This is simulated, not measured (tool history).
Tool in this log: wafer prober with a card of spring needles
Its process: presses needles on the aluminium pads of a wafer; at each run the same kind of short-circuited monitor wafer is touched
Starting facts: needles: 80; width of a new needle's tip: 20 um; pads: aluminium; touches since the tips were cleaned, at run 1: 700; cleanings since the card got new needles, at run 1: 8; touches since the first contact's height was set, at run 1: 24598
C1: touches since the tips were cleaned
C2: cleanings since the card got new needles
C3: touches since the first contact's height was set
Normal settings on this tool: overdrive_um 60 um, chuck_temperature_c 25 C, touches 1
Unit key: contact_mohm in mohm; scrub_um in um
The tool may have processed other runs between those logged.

{"run": 1, "hour": 0.0, "overdrive_um": 60, "chuck_temperature_c": 25, "touches": 1, "C1": 700, "C2": 8, "C3": 24598, "contact_mohm": 191, "scrub_um": 15.39}
{"hour": 6.4, "done": "tips cleaned on abrasive film"}
{"run": 2, "hour": 6.9, "overdrive_um": 60, "chuck_temperature_c": 25, "touches": 1, "C1": 164, "C2": 9, "C3": 26803, "contact_mohm": 192, "scrub_um": 15.57}
{"hour": 15.1, "done": "tips cleaned on abrasive film"}
{"run": 3, "hour": 18.2, "overdrive_um": 60, "chuck_temperature_c": 25, "touches": 1, "C1": 1008, "C2": 10, "C3": 30427, "contact_mohm": 190, "scrub_um": 15.32}
{"hour": 23.9, "done": "tips cleaned on abrasive film"}
{"run": 4, "hour": 26.7, "overdrive_um": 60, "chuck_temperature_c": 25, "touches": 1, "C1": 887, "C2": 11, "C3": 33138, "contact_mohm": 191, "scrub_um": 15.41}
{"hour": 31.9, "done": "tips cleaned on abrasive film"}
{"run": 5, "hour": 35.4, "overdrive_um": 60, "chuck_temperature_c": 25, "touches": 1, "C1": 1137, "C2": 12, "C3": 35922, "contact_mohm": 194, "scrub_um": 15.31}
{"hour": 41.0, "done": "tips cleaned on abrasive film"}
{"run": 6, "hour": 42.5, "overdrive_um": 60, "chuck_temperature_c": 25, "touches": 1, "C1": 474, "C2": 13, "C3": 38177, "contact_mohm": 195, "scrub_um": 15.34}
{"hour": 49.1, "done": "tips cleaned on abrasive film"}
{"run": 7, "hour": 50.4, "overdrive_um": 60, "chuck_temperature_c": 25, "touches": 1, "C1": 394, "C2": 14, "C3": 40703, "contact_mohm": 193, "scrub_um": 15.2}
{"hour": 57.2, "done": "tips cleaned on abrasive film"}
{"run": 8, "hour": 61.6, "overdrive_um": 45, "chuck_temperature_c": 25, "touches": 1, "C1": 1422, "C2": 15, "C3": 44322, "contact_mohm": 197, "scrub_um": 11.59}
{"hour": 65.4, "done": "tips cleaned on abrasive film"}
{"hour": 73.7, "done": "tips cleaned on abrasive film"}
{"run": 9, "hour": 73.7, "overdrive_um": 45, "chuck_temperature_c": 25, "touches": 1, "C1": 0, "C2": 17, "C3": 48149, "contact_mohm": 199, "scrub_um": 11.37}
{"hour": 82.1, "done": "tips cleaned on abrasive film"}
{"run": 10, "hour": 86.6, "overdrive_um": 45, "chuck_temperature_c": 25, "touches": 1, "C1": 1453, "C2": 18, "C3": 52308, "contact_mohm": 200, "scrub_um": 11.45}
{"hour": 90.4, "done": "tips cleaned on abrasive film"}
{"run": 11, "hour": 93.9, "overdrive_um": 61, "chuck_temperature_c": 25, "touches": 1, "C1": 1164, "C2": 19, "C3": 54651, "contact_mohm": 189, "scrub_um": 15.44}
{"hour": 99.4, "done": "tips cleaned on abrasive film"}
{"hour": 107.7, "done": "tips cleaned on abrasive film"}
{"run": 12, "hour": 108.1, "overdrive_um": 61, "chuck_temperature_c": 25, "touches": 1, "C1": 138, "C2": 21, "C3": 59167, "contact_mohm": 189, "scrub_um": 15.45}
{"hour": 116.7, "done": "tips cleaned on abrasive film"}
{"run": 13, "hour": 118.4, "overdrive_um": 60, "chuck_temperature_c": 25, "touches": 3, "C1": 553, "C2": 22, "C3": 62470, "contact_mohm": 193, "scrub_um": 15.15}
{"hour": 124.8, "done": "tips cleaned on abrasive film"}
{"run": 14, "hour": 124.8, "overdrive_um": 60, "chuck_temperature_c": 25, "touches": 3, "C1": 0, "C2": 23, "C3": 64492, "contact_mohm": 192, "scrub_um": 15.06}
{"run": 15, "hour": 131.5, "overdrive_um": 60, "chuck_temperature_c": 25, "touches": 1, "C1": 2191, "C2": 23, "C3": 66683, "contact_mohm": 195, "scrub_um": 15.14}
{"hour": 133.6, "done": "tips cleaned on abrasive film"}
{"hour": 142.8, "done": "tips cleaned on abrasive film"}
{"run": 16, "hour": 145.7, "overdrive_um": 42, "chuck_temperature_c": 33, "touches": 1, "C1": 970, "C2": 25, "C3": 71224, "contact_mohm": 201, "scrub_um": 10.53}
{"hour": 151.3, "done": "tips cleaned on abrasive film"}
{"hour": 151.8, "done": "gauge calibrated"}
{"run": 17, "hour": 151.8, "overdrive_um": 42, "chuck_temperature_c": 65, "touches": 3, "C1": 145, "C2": 26, "C3": 73147, "contact_mohm": 210, "scrub_um": 10.82}
{"hour": 159.3, "done": "tips cleaned on abrasive film"}
{"run": 18, "hour": 159.3, "overdrive_um": 42, "chuck_temperature_c": 65, "touches": 3, "C1": 0, "C2": 27, "C3": 75556, "contact_mohm": 210, "scrub_um": 10.71}
{"hour": 167.8, "done": "tips cleaned on abrasive film"}
{"run": 19, "hour": 167.8, "overdrive_um": 57, "chuck_temperature_c": 38, "touches": 2, "C1": 0, "C2": 28, "C3": 78251, "contact_mohm": 194, "scrub_um": 14.47}
{"hour": 175.9, "done": "tips cleaned on abrasive film"}
{"run": 20, "hour": 178.9, "overdrive_um": 64, "chuck_temperature_c": 34, "touches": 1, "C1": 979, "C2": 29, "C3": 81832, "contact_mohm": 193, "scrub_um": 16.41}
{"hour": 184.3, "done": "tips cleaned on abrasive film"}
{"hour": 192.5, "done": "tips cleaned on abrasive film"}
{"run": 21, "hour": 192.6, "overdrive_um": 64, "chuck_temperature_c": 34, "touches": 1, "C1": 52, "C2": 31, "C3": 86203, "contact_mohm": 195, "scrub_um": 16.31}
{"hour": 200.8, "done": "tips cleaned on abrasive film"}
{"run": 22, "hour": 205.8, "overdrive_um": 64, "chuck_temperature_c": 34, "touches": 1, "C1": 1631, "C2": 32, "C3": 90434, "contact_mohm": 194, "scrub_um": 16.35}
{"hour": 208.8, "done": "tips cleaned on abrasive film"}
{"hour": 217.8, "done": "tips cleaned on abrasive film"}
{"run": 23, "hour": 220.0, "overdrive_um": 69, "chuck_temperature_c": 25, "touches": 1, "C1": 725, "C2": 34, "C3": 94971, "contact_mohm": 191, "scrub_um": 17.49}
{"hour": 226.5, "done": "tips cleaned on abrasive film"}
{"run": 24, "hour": 226.8, "overdrive_um": 69, "chuck_temperature_c": 25, "touches": 1, "C1": 94, "C2": 35, "C3": 97139, "contact_mohm": 189, "scrub_um": 17.47}
{"hour": 235.1, "done": "tips cleaned on abrasive film"}
{"run": 25, "hour": 241.1, "overdrive_um": 69, "chuck_temperature_c": 27, "touches": 2, "C1": 1954, "C2": 36, "C3": 101747, "contact_mohm": 189, "scrub_um": 17.47}
{"hour": 243.2, "done": "tips cleaned on abrasive film"}
{"run": 26, "hour": 247.4, "overdrive_um": 69, "chuck_temperature_c": 27, "touches": 3, "C1": 1373, "C2": 37, "C3": 103755, "contact_mohm": 190, "scrub_um": 17.47}

Each row is a separate what-if for the run after 26, all from the same tool condition, not one after another. Results?
{"hour": 251.7, "done": "tips cleaned on abrasive film"}
{"run": "A", "hour": 255.3, "overdrive_um": 60, "chuck_temperature_c": 50, "touches": 1, "C1": 1151, "C2": 38, "C3": 106252, "contact_mohm": "?", "scrub_um": "?"}
{"hour": 251.7, "done": "tips cleaned on abrasive film"}
{"run": "B", "hour": 255.3, "overdrive_um": 44, "chuck_temperature_c": 77, "touches": 2, "C1": 1151, "C2": 38, "C3": 106252, "contact_mohm": "?", "scrub_um": "?"}
{"hour": 251.7, "done": "tips cleaned on abrasive film"}
{"run": "C", "hour": 255.3, "overdrive_um": 60, "chuck_temperature_c": 49, "touches": 3, "C1": 1151, "C2": 38, "C3": 106252, "contact_mohm": "?", "scrub_um": "?"}
{"hour": 251.7, "done": "tips cleaned on abrasive film"}
{"run": "D", "hour": 255.3, "overdrive_um": 42, "chuck_temperature_c": 32, "touches": 1, "C1": 1151, "C2": 38, "C3": 106252, "contact_mohm": "?", "scrub_um": "?"}

run=A contact_mohm=196 scrub_um=15.10
run=B contact_mohm=214 scrub_um=11.20
run=C contact_mohm=196 scrub_um=15.01
run=D contact_mohm=200 scrub_um=10.67
Had the tool no hidden state, the same runs would have come out as:
run=A contact_mohm=196 scrub_um=15.36
run=B contact_mohm=214 scrub_um=11.39
run=C contact_mohm=196 scrub_um=15.28
run=D contact_mohm=199 scrub_um=10.86
